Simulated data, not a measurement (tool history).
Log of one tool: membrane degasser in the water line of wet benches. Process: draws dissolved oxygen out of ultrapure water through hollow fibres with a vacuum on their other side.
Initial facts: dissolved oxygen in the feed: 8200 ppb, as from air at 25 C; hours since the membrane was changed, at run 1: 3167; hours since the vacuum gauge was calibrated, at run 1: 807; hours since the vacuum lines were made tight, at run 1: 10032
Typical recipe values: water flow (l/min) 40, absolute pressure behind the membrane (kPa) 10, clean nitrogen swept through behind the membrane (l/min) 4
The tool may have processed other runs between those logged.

run     day  water flow (l/min)  absolute pressure behind the membrane (kPa)  clean nitrogen swept through behind the membrane (l/min)  hours since the membrane was changed  hours since the vacuum gauge was calibrated  hours since the vacuum lines were made tight  dissolved oxygen in the water behind the degasser (ppb)  pressure that the water loses in the fibres (kPa)
  1       0                  40                                           10                                                         4                                  3167                                          807                                         10032                                                      191                                              58.01
  2    2.45                  40                                           10                                                         4                                  3226                                          866                                         10091                                                    189.5                                              58.01
  3     5.3                  40                                           10                                                         4                                  3294                                          934                                         10159                                                    190.6                                              58.21
  4   7.475                  40                                           10                                                      4.28                                  3347                                          986                                         10211                                                    179.6                                              58.04
  5  10.708                  40                                           10                                                         4                                  3424                                         1064                                         10289                                                    190.3                                              57.73
  6  13.817                  40                                           10                                                         4                                  3499                                         1139                                         10363                                                    189.3                                              58.37
  7  15.362                  40                                          6.9                                                         4                                  3536                                         1176                                         10400                                                    119.7                                              58.37
  8  17.308                  40                                          6.9                                                         4                                  3583                                         1223                                         10447                                                    118.5                                              57.97
  9  20.054                  40                                          6.9                                                         4                                  3648                                         1288                                         10513                                                    119.8                                              58.12
 10  21.938                  40                                           10                                                         4                                  3694                                         1334                                         10558                                                    189.3                                              57.49
 11  24.442                  40                                           10                                                         4                                  3754                                         1394                                         10618                                                    190.3                                              57.75
 12  27.862                  40                                           10                                                         4                                  3836                                         1476                                         10700                                                    187.4                                              57.77
 13  31.162                  40                                           10                                                         4                                  3915                                         1555                                         10780                                                    188.6                                              58.22
 14  32.983                  29                                         13.4                                                      2.28                                  3959                                         1599                                         10823                                                      301                                              42.11
 15  36.458                  29                                         13.4                                                      2.28                                  4042                                         1682                                         10907                                                    298.1                                               42.2
 16  39.371                  29                                         13.4                                                      2.28                                  4112                                         1752                                         10977                                                    298.5                                              41.85
 17  42.658                  29                                         13.4                                                      2.28                                  4191                                         1831                                         11055                                                    298.2                                              42.32
 18  45.142                  29                                         13.4                                                      2.28                                  4251                                         1891                                         11115                                                    298.2                                              42.27
 19  48.408                  29                                          8.2                                                      2.28                                  4329                                         1969                                         11194                                                    155.5                                              42.06
 20  51.438                  40                                         11.6                                                         4                                  4402                                         2042                                         11266                                                    222.2                                              57.94
 21  54.088                  40                                         11.6                                                         4                                  4465                                         2105                                         11330                                                    221.1                                              58.47

The next listed run, before its measurement:
 22  57.583                  40                                         11.6                                                         4                                  4549                                         2189                                         11414                                                        ?                                                  ?

For run 22 the tool returned dissolved oxygen in the water behind the degasser (ppb) 221.7, pressure that the water loses in the fibres (kPa) 58.02.
Were there no unlogged condition in the tool, this run, its random variation unchanged, would have produced dissolved oxygen in the water behind the degasser (ppb) 226.3, pressure that the water loses in the fibres (kPa) 58.01.
